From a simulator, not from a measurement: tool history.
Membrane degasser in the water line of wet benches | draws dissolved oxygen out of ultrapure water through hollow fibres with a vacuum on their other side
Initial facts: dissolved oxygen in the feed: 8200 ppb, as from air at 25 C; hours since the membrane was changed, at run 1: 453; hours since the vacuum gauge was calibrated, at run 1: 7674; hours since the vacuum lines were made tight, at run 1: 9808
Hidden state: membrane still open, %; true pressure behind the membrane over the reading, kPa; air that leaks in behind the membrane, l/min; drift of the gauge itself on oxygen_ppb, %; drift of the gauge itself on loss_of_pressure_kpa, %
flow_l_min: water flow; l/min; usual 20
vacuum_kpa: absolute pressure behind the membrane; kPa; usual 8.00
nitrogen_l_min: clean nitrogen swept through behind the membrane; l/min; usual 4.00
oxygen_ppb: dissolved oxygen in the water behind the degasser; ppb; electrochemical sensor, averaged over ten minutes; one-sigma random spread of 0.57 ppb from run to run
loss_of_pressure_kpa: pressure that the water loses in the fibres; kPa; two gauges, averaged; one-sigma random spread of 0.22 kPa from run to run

run,hour,flow_l_min,vacuum_kpa,nitrogen_l_min,hours since the membrane was changed,hours since the vacuum gauge was calibrated,hours since the vacuum lines were made tight,oxygen_ppb,loss_of_pressure_kpa
1,0.0,20,8.00,4.00,453,7674,9808,63.3,52.36
2,34.6,20,8.00,11.26,488,7709,9842,25.0,52.04
# hour 88.3: vacuum gauge calibrated
3,92.4,20,8.00,4.63,545,4,9899,54.0,52.65
4,118.3,20,8.00,4.63,571,30,9925,55.6,52.35
5,158.2,20,8.00,4.00,611,70,9965,62.6,52.16
6,192.1,20,8.00,4.25,645,104,9999,58.8,52.13
7,239.7,21,8.00,4.00,693,151,10047,66.3,54.59
8,299.7,21,8.00,4.00,752,211,10107,65.8,55.00
9,339.4,21,8.00,4.00,792,251,10146,66.7,55.40
10,370.1,21,8.00,4.00,823,282,10177,64.8,55.20
11,414.9,21,8.00,4.00,868,327,10222,66.7,54.58
12,473.2,32,8.00,4.00,926,385,10280,124.7,83.48
13,527.4,32,8.00,4.00,980,439,10334,124.8,83.54
14,577.9,28,8.00,4.00,1031,490,10385,99.8,72.60
15,639.0,25,8.00,4.00,1092,551,10446,84.2,65.65
16,675.3,13,19.59,10.74,1128,587,10482,52.7,34.34
17,705.2,14,14.16,4.00,1158,617,10512,97.8,36.68
18,731.5,25,10.94,4.00,1184,643,10539,128.0,65.09
19,780.4,17,14.99,3.49,1233,692,10587,145.4,44.58
20,835.6,14,9.99,4.00,1288,747,10643,61.5,36.43
21,875.4,14,9.99,4.00,1328,787,10682,62.0,36.97
22,923.6,20,7.54,4.00,1376,835,10731,57.3,52.42
23,981.0,18,8.97,4.22,1434,893,10788,63.3,47.59
24,1033.0,18,6.88,4.17,1486,945,10840,41.3,47.36
25,1067.2,17,5.46,2.80,1520,979,10874,36.0,44.67
26,1092.4,17,5.46,2.80,1545,1004,10899,35.7,44.75
27,1148.5,13,8.00,7.01,1601,1060,10956,24.1,34.37
28,1178.2,13,8.00,7.01,1631,1090,10985,23.5,33.68
29,1239.7,16,5.58,3.69,1693,1151,11047,27.2,42.08
30,1298.6,16,9.93,3.69,1751,1210,11106,75.7,41.45

Below, each run's measurement less what the same run would have read without the hidden state. Both values contain the same run-to-run variation, but the gauge's scatter may not be the same in both:
run,oxygen_ppb,loss_of_pressure_kpa
1,+3.9,+0.08
2,+1.6,+0.09
3,+2.0,+0.09
4,+2.1,+0.10
5,+2.3,+0.11
6,+2.2,+0.12
7,+2.4,+0.13
8,+2.4,+0.14
9,+2.5,+0.15
10,+2.4,+0.15
11,+2.5,+0.16
12,+3.0,+0.27
13,+3.1,+0.28
14,+2.9,+0.26
15,+2.8,+0.24
16,+2.9,+0.13
17,+4.9,+0.14
18,+3.8,+0.26
19,+6.0,+0.18
20,+3.3,+0.16
21,+3.3,+0.17
22,+2.5,+0.24
23,+2.9,+0.23
24,+2.1,+0.23
25,+2.2,+0.23
26,+2.2,+0.22
27,+1.5,+0.19
28,+1.6,+0.18
29,+1.9,+0.23
30,+3.8,+0.25

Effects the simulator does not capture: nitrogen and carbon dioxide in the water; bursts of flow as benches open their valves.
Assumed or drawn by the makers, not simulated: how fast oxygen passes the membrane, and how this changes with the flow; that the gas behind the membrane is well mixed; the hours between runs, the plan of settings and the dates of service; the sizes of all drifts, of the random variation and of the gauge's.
